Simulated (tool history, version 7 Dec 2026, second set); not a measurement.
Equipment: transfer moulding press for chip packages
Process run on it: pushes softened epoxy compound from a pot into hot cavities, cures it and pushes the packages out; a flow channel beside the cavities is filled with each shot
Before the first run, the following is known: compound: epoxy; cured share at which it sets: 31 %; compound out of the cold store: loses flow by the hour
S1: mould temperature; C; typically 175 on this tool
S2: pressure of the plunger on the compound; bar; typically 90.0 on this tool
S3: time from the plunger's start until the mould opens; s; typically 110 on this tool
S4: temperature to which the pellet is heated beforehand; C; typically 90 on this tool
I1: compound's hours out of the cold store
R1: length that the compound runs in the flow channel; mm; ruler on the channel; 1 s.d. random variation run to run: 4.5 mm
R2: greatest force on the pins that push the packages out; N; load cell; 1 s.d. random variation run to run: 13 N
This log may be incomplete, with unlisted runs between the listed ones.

run,hour,S1,S2,S3,S4,I1,R1,R2
1,0.0,175,90.0,110,90,19.1,794,914
# hour 11.5: cavities cleaned with cleaning compound and waxed
2,41.5,175,90.0,110,90,17.0,802,940
# hour 55.0: cavities cleaned with cleaning compound and waxed
3,80.9,175,90.0,110,90,39.0,708,827
# hour 96.8: cavities cleaned with cleaning compound and waxed
4,122.9,175,90.0,147,90,44.5,677,583
# hour 140.1: plunger's sealing rings changed
# hour 141.6: cavities cleaned with cleaning compound and waxed
5,161.3,175,90.0,147,90,30.1,764,585
# hour 184.0: cavities cleaned with cleaning compound and waxed
6,184.0,175,90.0,147,90,38.1,733,431
7,203.7,175,90.0,110,98,21.1,806,812
# hour 226.5: cavities cleaned with cleaning compound and waxed
8,231.6,175,90.0,110,98,20.5,802,675
9,260.1,175,90.0,110,84,25.9,786,973
# hour 269.3: cavities cleaned with cleaning compound and waxed
10,303.2,175,90.0,110,84,19.1,819,944
# hour 313.2: cavities cleaned with cleaning compound and waxed
11,333.9,175,90.0,110,84,8.3,857,892
# hour 357.3: cavities cleaned with cleaning compound and waxed
12,362.8,175,90.0,110,90,33.3,743,674
13,385.1,175,90.0,110,90,26.3,780,885
# hour 398.7: cavities cleaned with cleaning compound and waxed
14,419.8,175,90.0,100,89,47.4,688,1007
# hour 442.1: cavities cleaned with cleaning compound and waxed
15,464.1,176,92.5,116,88,36.6,728,700
# hour 483.9: cavities cleaned with cleaning compound and waxed
# hour 511.6: mould's thermocouples calibrated
16,511.6,174,70.7,150,83,24.2,694,597
# hour 528.1: cavities cleaned with cleaning compound and waxed
17,545.7,173,69.5,119,97,10.9,741,777
# hour 571.1: cavities cleaned with cleaning compound and waxed
18,584.4,173,69.5,119,97,16.5,710,757
19,608.7,169,90.0,110,90,34.1,741,1383
# hour 612.8: cavities cleaned with cleaning compound and waxed
20,650.2,169,90.0,110,90,40.1,709,1383
# hour 654.2: cavities cleaned with cleaning compound and waxed
# hour 666.8: plunger's sealing rings changed
21,695.2,167,76.3,110,90,26.1,741,1705
# hour 700.4: cavities cleaned with cleaning compound and waxed
22,719.8,175,109.2,112,90,16.6,909,816
# hour 742.5: cavities cleaned with cleaning compound and waxed
23,757.4,175,109.7,119,82,31.9,840,696
# hour 784.9: cavities cleaned with cleaning compound and waxed
24,791.6,175,75.1,110,82,15.3,756,750
# hour 828.4: cavities cleaned with cleaning compound and waxed
25,833.1,171,80.9,138,84,36.8,696,561
26,863.0,171,80.9,138,84,39.1,694,800

Below are 3 alternative next runs, each starting from the tool's condition after run 26. Predict each:
# hour 871.6: cavities cleaned with cleaning compound and waxed
A,891.6,175,68.1,122,90,11.5,?,?
# hour 871.6: cavities cleaned with cleaning compound and waxed
B,891.6,171,80.9,91,96,22.2,?,?
# hour 871.6: cavities cleaned with cleaning compound and waxed
C,891.6,178,98.9,138,97,40.0,?,?

run,R1,R2
A,730,734
B,762,1754
C,738,580
Had the tool no hidden state, the same runs would have come out as:
run,R1,R2
A,741,523
B,774,1246
C,750,427

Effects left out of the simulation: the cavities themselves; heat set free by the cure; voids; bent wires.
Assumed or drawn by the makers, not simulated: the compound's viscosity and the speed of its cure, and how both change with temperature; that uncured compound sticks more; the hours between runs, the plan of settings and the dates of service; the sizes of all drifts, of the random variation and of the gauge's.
